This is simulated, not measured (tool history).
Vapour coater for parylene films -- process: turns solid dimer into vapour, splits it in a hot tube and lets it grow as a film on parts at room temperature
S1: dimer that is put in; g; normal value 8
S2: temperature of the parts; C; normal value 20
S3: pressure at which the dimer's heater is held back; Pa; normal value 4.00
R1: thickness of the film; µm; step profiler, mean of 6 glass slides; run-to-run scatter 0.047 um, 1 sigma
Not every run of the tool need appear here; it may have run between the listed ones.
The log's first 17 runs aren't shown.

{"run": 18, "hour": 198.7, "S1": 8, "S2": 26, "S3": 4.0, "R1": 6.48}
{"run": 19, "hour": 212.1, "S1": 8, "S2": 20, "S3": 4.0, "R1": 7.32}
{"run": 20, "hour": 223.5, "S1": 8, "S2": 30, "S3": 7.08, "R1": 5.45}
{"run": 21, "hour": 234.1, "S1": 8, "S2": 13, "S3": 2.56, "R1": 8.79}
{"run": 22, "hour": 249.5, "S1": 10, "S2": 15, "S3": 4.0, "R1": 9.98}
{"run": 23, "hour": 262.8, "S1": 3, "S2": 15, "S3": 4.0, "R1": 3.0}
{"run": 24, "hour": 278.3, "S1": 11, "S2": 15, "S3": 5.71, "R1": 10.46}
{"run": 25, "hour": 285.8, "S1": 11, "S2": 12, "S3": 7.51, "R1": 10.86}
{"run": 26, "hour": 298.6, "S1": 11, "S2": 12, "S3": 7.51, "R1": 10.84}
{"run": 27, "hour": 307.5, "S1": 8, "S2": 24, "S3": 3.79, "R1": 6.56}
{"run": 28, "hour": 319.1, "S1": 8, "S2": 17, "S3": 3.79, "R1": 7.58}
{"run": 29, "hour": 333.0, "S1": 7, "S2": 16, "S3": 4.0, "R1": 6.66}
{"run": 30, "hour": 341.7, "S1": 7, "S2": 16, "S3": 4.0, "R1": 6.73}
{"run": 31, "hour": 352.2, "S1": 9, "S2": 30, "S3": 6.72, "R1": 6.03}
{"run": 32, "hour": 362.3, "S1": 8, "S2": 13, "S3": 9.99, "R1": 7.29}
{"run": 33, "hour": 371.8, "S1": 8, "S2": 13, "S3": 9.99, "R1": 7.28}
{"run": 34, "hour": 383.2, "S1": 8, "S2": 13, "S3": 9.99, "R1": 7.25}
{"run": 35, "hour": 394.6, "S1": 8, "S2": 13, "S3": 9.99, "R1": 7.23}
{"run": 36, "hour": 407.6, "S1": 6, "S2": 28, "S3": 2.33, "R1": 4.72}
{"run": 37, "hour": 415.5, "S1": 5, "S2": 18, "S3": 2.33, "R1": 4.81}

Each row is a separate what-if for the run after 37, all from the same tool condition, not one after another. Results?
{"run": "A", "hour": 430.4, "S1": 8, "S2": 17, "S3": 2.33, "R1": "?"}
{"run": "B", "hour": 430.4, "S1": 5, "S2": 18, "S3": 7.77, "R1": "?"}
{"run": "C", "hour": 430.4, "S1": 8, "S2": 30, "S3": 4.0, "R1": "?"}
{"run": "D", "hour": 430.4, "S1": 7, "S2": 20, "S3": 4.03, "R1": "?"}
{"run": "E", "hour": 430.4, "S1": 5, "S2": 15, "S3": 8.87, "R1": "?"}

run=A R1=7.84
run=B R1=4.16
run=C R1=5.66
run=D R1=6.01
run=E R1=4.34
Had the tool no hidden state, the same runs would have come out as:
run=A R1=8.43
run=B R1=4.47
run=C R1=6.08
run=D R1=6.47
run=E R1=4.67
